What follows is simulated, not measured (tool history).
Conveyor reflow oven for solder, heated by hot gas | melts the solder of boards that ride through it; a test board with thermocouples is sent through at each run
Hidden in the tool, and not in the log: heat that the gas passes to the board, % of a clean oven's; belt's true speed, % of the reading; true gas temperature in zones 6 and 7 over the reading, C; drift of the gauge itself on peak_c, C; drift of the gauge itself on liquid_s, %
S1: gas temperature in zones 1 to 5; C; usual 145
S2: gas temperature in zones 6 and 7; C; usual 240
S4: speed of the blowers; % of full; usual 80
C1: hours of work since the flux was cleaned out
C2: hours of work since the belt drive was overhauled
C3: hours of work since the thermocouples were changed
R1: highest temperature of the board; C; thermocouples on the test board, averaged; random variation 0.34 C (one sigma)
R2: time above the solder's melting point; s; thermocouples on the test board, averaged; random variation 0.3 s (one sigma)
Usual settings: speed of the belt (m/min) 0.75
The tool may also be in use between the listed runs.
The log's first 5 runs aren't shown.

run 6 day=4.683 | S1=145 S2=240 speed_of_the_belt_(m/min)=0.75 S4=66 | C1=378 C2=259 C3=332 | R1=220.4 R2=45.4
run 7 day=5.312 | S1=143 S2=240 speed_of_the_belt_(m/min)=0.75 S4=80 | C1=387 C2=267 C3=340 | R1=224.4 R2=46.4
run 8 day=5.929 | S1=145 S2=240 speed_of_the_belt_(m/min)=0.75 S4=77 | C1=395 C2=275 C3=348 | R1=222.8 R2=46.4
run 9 day=6.750 | S1=145 S2=240 speed_of_the_belt_(m/min)=0.75 S4=77 | C1=405 C2=286 C3=359 | R1=223.2 R2=46.8
run 10 day=7.404 | S1=145 S2=240 speed_of_the_belt_(m/min)=0.75 S4=77 | C1=414 C2=295 C3=368 | R1=223.9 R2=46.8
run 11 day=8.488 | S1=145 S2=240 speed_of_the_belt_(m/min)=0.75 S4=60 | C1=428 C2=309 C3=382 | R1=218.0 R2=43.4
-- day=9.562 flux residue cleaned out of gas plates and filters
run 12 day=9.846 | S1=145 S2=240 speed_of_the_belt_(m/min)=0.75 S4=60 | C1=4 C2=324 C3=397 | R1=221.3 R2=45.1
run 13 day=10.629 | S1=145 S2=240 speed_of_the_belt_(m/min)=0.75 S4=60 | C1=14 C2=334 C3=407 | R1=221.0 R2=45.7
run 14 day=11.842 | S1=145 S2=240 speed_of_the_belt_(m/min)=0.75 S4=60 | C1=30 C2=350 C3=423 | R1=220.4 R2=45.2
run 15 day=12.542 | S1=145 S2=240 speed_of_the_belt_(m/min)=0.75 S4=60 | C1=39 C2=359 C3=432 | R1=220.5 R2=45.5
run 16 day=13.225 | S1=145 S2=240 speed_of_the_belt_(m/min)=0.75 S4=60 | C1=48 C2=368 C3=441 | R1=220.9 R2=45.9
run 17 day=14.429 | S1=151 S2=240 speed_of_the_belt_(m/min)=0.79 S4=65 | C1=63 C2=383 C3=456 | R1=221.8 R2=45.0

Forecast run 18:
run 18 day=15.683 | S1=151 S2=240 speed_of_the_belt_(m/min)=0.79 S4=65 | C1=80 C2=400 C3=473 | R1=? R2=?

R1: 222.2 C
R2: 45.3 s
Without the tool's hidden state the same run would have given R1 221.3 C, R2 44.5 s.

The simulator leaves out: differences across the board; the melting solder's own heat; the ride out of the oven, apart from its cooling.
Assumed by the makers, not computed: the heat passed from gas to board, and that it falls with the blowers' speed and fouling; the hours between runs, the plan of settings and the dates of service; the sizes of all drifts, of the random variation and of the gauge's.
